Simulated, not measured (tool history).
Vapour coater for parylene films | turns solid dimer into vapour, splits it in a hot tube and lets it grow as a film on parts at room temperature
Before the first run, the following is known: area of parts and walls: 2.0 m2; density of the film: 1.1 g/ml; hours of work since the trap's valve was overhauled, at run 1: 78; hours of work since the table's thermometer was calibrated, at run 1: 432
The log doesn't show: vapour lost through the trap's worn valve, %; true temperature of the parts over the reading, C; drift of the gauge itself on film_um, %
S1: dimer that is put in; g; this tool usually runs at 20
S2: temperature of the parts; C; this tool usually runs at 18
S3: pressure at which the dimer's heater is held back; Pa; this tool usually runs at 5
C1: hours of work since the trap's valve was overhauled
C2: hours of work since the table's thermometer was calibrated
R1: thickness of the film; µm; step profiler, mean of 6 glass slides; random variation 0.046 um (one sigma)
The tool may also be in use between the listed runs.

{"run": 1, "hour": 0.0, "S1": 20, "S2": 18, "S3": 5, "C1": 78, "C2": 432, "R1": 5.2}
{"run": 2, "hour": 52.1, "S1": 20, "S2": 18, "S3": 5, "C1": 113, "C2": 467, "R1": 5.18}
{"run": 3, "hour": 88.1, "S1": 20, "S2": 18, "S3": 5, "C1": 138, "C2": 492, "R1": 5.21}
{"run": 4, "hour": 138.0, "S1": 20, "S2": 18, "S3": 5, "C1": 172, "C2": 526, "R1": 5.15}
{"run": 5, "hour": 180.3, "S1": 20, "S2": 15, "S3": 5, "C1": 201, "C2": 555, "R1": 6.02}
{"run": 6, "hour": 214.2, "S1": 20, "S2": 15, "S3": 5, "C1": 225, "C2": 579, "R1": 5.99}
{"run": 7, "hour": 243.5, "S1": 20, "S2": 18, "S3": 5, "C1": 245, "C2": 599, "R1": 5.23}
{"run": 8, "hour": 268.7, "S1": 20, "S2": 18, "S3": 5, "C1": 262, "C2": 616, "R1": 5.13}
{"run": 9, "hour": 296.3, "S1": 20, "S2": 18, "S3": 5, "C1": 281, "C2": 635, "R1": 5.16}
{"run": 10, "hour": 342.6, "S1": 20, "S2": 18, "S3": 5, "C1": 313, "C2": 667, "R1": 5.22}
{"run": 11, "hour": 376.6, "S1": 20, "S2": 18, "S3": 5.85, "C1": 336, "C2": 690, "R1": 5.03}
{"run": 12, "hour": 400.7, "S1": 20, "S2": 18, "S3": 5.85, "C1": 353, "C2": 707, "R1": 5.03}
{"run": 13, "hour": 431.3, "S1": 20, "S2": 18, "S3": 5.85, "C1": 374, "C2": 728, "R1": 5.08}
{"hour": 450.0, "done": "trap's valve overhauled"}
{"run": 14, "hour": 458.9, "S1": 20, "S2": 18, "S3": 5.85, "C1": 6, "C2": 744, "R1": 5.03}
{"run": 15, "hour": 501.0, "S1": 20, "S2": 18, "S3": 5.85, "C1": 35, "C2": 773, "R1": 5.01}
{"run": 16, "hour": 546.4, "S1": 20, "S2": 18, "S3": 5.85, "C1": 66, "C2": 804, "R1": 5.02}
{"run": 17, "hour": 579.7, "S1": 20, "S2": 18, "S3": 2.72, "C1": 89, "C2": 827, "R1": 5.71}
{"run": 18, "hour": 610.2, "S1": 25, "S2": 18, "S3": 5, "C1": 110, "C2": 848, "R1": 6.49}
{"run": 19, "hour": 632.4, "S1": 20, "S2": 18, "S3": 5, "C1": 125, "C2": 863, "R1": 5.15}
{"run": 20, "hour": 671.9, "S1": 20, "S2": 21, "S3": 5, "C1": 152, "C2": 890, "R1": 4.5}
{"run": 21, "hour": 726.0, "S1": 20, "S2": 21, "S3": 5, "C1": 189, "C2": 927, "R1": 4.49}
{"run": 22, "hour": 752.9, "S1": 20, "S2": 18, "S3": 5, "C1": 208, "C2": 946, "R1": 5.19}
{"run": 23, "hour": 790.5, "S1": 20, "S2": 18, "S3": 3.39, "C1": 234, "C2": 972, "R1": 5.5}
{"run": 24, "hour": 824.4, "S1": 15, "S2": 27, "S3": 3.91, "C1": 257, "C2": 995, "R1": 2.64}
{"run": 25, "hour": 861.7, "S1": 20, "S2": 18, "S3": 3.98, "C1": 283, "C2": 1020, "R1": 5.4}
{"run": 26, "hour": 896.2, "S1": 20, "S2": 18, "S3": 10.59, "C1": 306, "C2": 1044, "R1": 4.61}
{"run": 27, "hour": 940.2, "S1": 20, "S2": 18, "S3": 10.59, "C1": 337, "C2": 1074, "R1": 4.57}

Predict the results of run 28:
{"run": 28, "hour": 969.6, "S1": 9, "S2": 24, "S3": 4.57, "C1": 357, "C2": 1095, "R1": "?"}

{"run 28": {"R1": 1.8}}
With the hidden condition absent and the run-to-run variation left alone, this run would have shown R1 1.81 µm.

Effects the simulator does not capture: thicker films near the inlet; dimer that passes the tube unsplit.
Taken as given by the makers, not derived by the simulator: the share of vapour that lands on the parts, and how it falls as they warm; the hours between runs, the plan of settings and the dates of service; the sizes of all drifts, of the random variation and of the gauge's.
